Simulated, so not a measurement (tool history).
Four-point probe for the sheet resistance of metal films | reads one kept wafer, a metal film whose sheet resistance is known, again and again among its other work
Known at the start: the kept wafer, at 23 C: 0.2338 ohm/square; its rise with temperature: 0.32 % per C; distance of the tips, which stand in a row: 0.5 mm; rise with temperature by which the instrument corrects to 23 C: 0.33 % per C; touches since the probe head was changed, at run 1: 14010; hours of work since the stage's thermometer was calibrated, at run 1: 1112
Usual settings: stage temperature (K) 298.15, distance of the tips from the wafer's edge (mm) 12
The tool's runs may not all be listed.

run	hour	stage temperature (K)	distance of the tips from the wafer's edge (mm)	touches since the probe head was changed	hours of work since the stage's thermometer was calibrated	sheet resistance as the instrument gives it (ohm/square)
1	0	298.15	12	14010	1112	0.234922
2	43.8	298.15	12	14602	1135	0.234961
3	109.6	298.15	12	15488	1169	0.234972
4	186.4	298.15	12	16524	1208	0.234929
5	275.1	298.15	12	17720	1254	0.234923
6	320.2	298.15	12	18329	1277	0.235006
7	371.1	307.15	12	19016	1304	0.234818
8	444.2	307.15	12	20002	1341	0.234805
9	520.1	307.15	12	21026	1380	0.234733
10	607.4	298.15	62	22203	1425	0.234735
11	663.8	298.15	62	22964	1455	0.234681
12	742.1	291.15	12	24021	1495	0.234965
13	793.7	298.15	12	24716	1522	0.234924
14	846.1	298.15	12	25424	1549	0.234899
15	907.3	298.15	12	26248	1580	0.234963
16	951	298.15	12	26838	1603	0.234853
17	1031.2	298.15	12	27920	1644	0.234843
18	1104.1	298.15	12	28903	1682	0.234801
19	1178.2	298.15	12	29903	1720	0.234868
20	1276	298.15	12	31222	1771	0.234963
21	1363.7	298.15	12	32405	1816	0.234907
22	1439.2	298.15	12	33424	1855	0.234846
23	1497.1	298.15	12	34205	1885	0.234831
24	1599.3	307.15	3	35583	1937	0.2379
# hour 1607.3: stage's thermometer calibrated
25	1691.9	305.15	11	36825	44	0.235097
26	1764.8	304.15	17	37809	81	0.235079
27	1820.5	296.15	27	38560	110	0.235121
28	1880.7	292.15	8	39372	141	0.235593
29	1976.5	296.15	74	40665	191	0.234996
30	2045.5	296.15	74	41596	226	0.235037
31	2132.5	292.15	74	42769	271	0.2351
32	2179.4	292.15	74	43402	295	0.235092
# hour 2198.3: stage's thermometer calibrated, once more
33	2259.7	300.15	22	44478	32	0.234068
34	2333.5	300.15	22	45474	70	0.234052
35	2430.8	303.15	7	46785	120	0.234637
36	2525.8	303.15	7	48068	169	0.234664
37	2620.8	307.15	3	49349	218	0.237252
38	2706.2	307.15	3	50501	262	0.237345
39	2748.8	307.15	3	51075	284	0.237326
40	2847.9	297.15	14	52413	335	0.234151
41	2895.4	297.15	7	53053	360	0.234678
42	2985.8	299.15	65	54273	406	0.233987
43	3056.6	292.15	18	55228	443	0.234178
44	3153	300.15	6	56528	493	0.234805
45	3230.3	300.15	6	57570	533	0.234837

Measured less the same run without the tool's hidden state. The same run-to-run variation is in both; the gauge's scatter may not be:
The hidden state here: inner tips' distance over the nominal, %; tips' flats over new ones', %; wafer's true temperature over the reading, C; drift of the gauge itself on sheet_ohm, %.
run	sheet resistance as the instrument gives it (ohm/square)
1	+0.000944
2	+0.000943
3	+0.00094
4	+0.000938
5	+0.000935
6	+0.000935
7	+0.000923
8	+0.00092
9	+0.000917
10	+0.000923
11	+0.00092
12	+0.000927
13	+0.000916
14	+0.000915
15	+0.000914
16	+0.000911
17	+0.000909
18	+0.000905
19	+0.000903
20	+0.000901
21	+0.000897
22	+0.000896
23	+0.000893
24	+0.000887
25	+0.001196
26	+0.001195
27	+0.001214
28	+0.001225
29	+0.001208
30	+0.001207
31	+0.001216
32	+0.001214
33	+0.000267
34	+0.000264
35	+0.000261
36	+0.000257
37	+0.000255
38	+0.000253
39	+0.000252
40	+0.000245
41	+0.000243
42	+0.000237
43	+0.000238
44	+0.000234
45	+0.000231

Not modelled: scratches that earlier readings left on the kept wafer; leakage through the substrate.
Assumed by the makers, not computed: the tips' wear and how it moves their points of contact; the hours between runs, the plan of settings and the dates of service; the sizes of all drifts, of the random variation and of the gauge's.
